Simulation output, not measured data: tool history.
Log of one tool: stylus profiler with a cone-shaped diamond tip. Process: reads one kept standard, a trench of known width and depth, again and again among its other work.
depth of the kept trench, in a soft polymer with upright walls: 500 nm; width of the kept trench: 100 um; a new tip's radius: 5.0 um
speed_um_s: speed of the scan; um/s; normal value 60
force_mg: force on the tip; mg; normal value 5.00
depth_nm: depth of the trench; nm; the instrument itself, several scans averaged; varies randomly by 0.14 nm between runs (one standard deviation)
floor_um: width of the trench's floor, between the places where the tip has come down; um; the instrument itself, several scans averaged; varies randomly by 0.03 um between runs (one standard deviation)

run,day,speed_um_s,force_mg,depth_nm,floor_um
1,0.000,60,5.00,507.71,95.55
2,0.950,60,5.00,507.83,95.52
3,2.079,60,5.00,507.79,95.48
4,3.175,60,1.93,504.67,95.46
5,4.475,60,1.93,504.38,95.43
6,5.204,60,5.00,507.78,95.46
7,5.900,60,5.00,508.15,95.45
8,7.158,60,5.00,508.19,95.46
9,8.221,60,5.00,508.06,95.46
10,8.983,60,4.47,507.47,95.40
11,10.425,60,5.00,508.36,95.40
12,11.592,60,5.00,508.07,95.47
13,12.192,60,5.00,508.02,95.43
14,13.392,60,5.00,508.46,95.35
15,14.654,60,5.00,508.55,95.42
16,16.083,60,5.00,508.36,95.41
17,16.958,60,5.00,508.30,95.43
18,17.779,60,1.71,504.65,95.30
19,19.279,21,2.00,505.21,95.43
20,20.100,47,2.71,506.10,95.33
21,20.721,15,5.69,509.36,95.43
22,22.071,104,1.70,504.45,95.10
23,23.433,60,12.35,514.72,95.36
24,24.292,73,2.26,505.55,95.24
25,25.508,73,2.26,505.62,95.29
26,26.233,73,2.26,505.66,95.23
27,27.621,73,2.26,505.86,95.18
28,29.088,238,1.71,505.27,94.67
29,29.871,238,1.71,505.07,94.66
30,30.971,239,1.71,505.07,94.64
31,32.300,111,1.79,505.22,95.03
32,33.275,104,3.85,507.57,95.11
33,34.300,104,3.85,508.21,95.12
34,35.200,52,3.02,507.11,95.22
35,36.558,52,3.02,507.13,95.30

Consider 4 possible next runs. They are alternatives, not a sequence: every one starts from the tool as it was left by run 35. What does each give?
A,37.912,60,9.02,?,?
B,37.912,19,2.41,?,?
C,37.912,106,6.09,?,?
D,37.912,67,3.02,?,?

run,depth_nm,floor_um
A,513.06,95.24
B,506.47,95.31
C,510.49,95.18
D,507.24,95.13
The same runs, with their run-to-run variation unchanged, on a tool lacking any hidden condition would have given:
run,depth_nm,floor_um
A,511.32,95.54
B,504.75,95.61
C,508.75,95.49
D,505.51,95.43
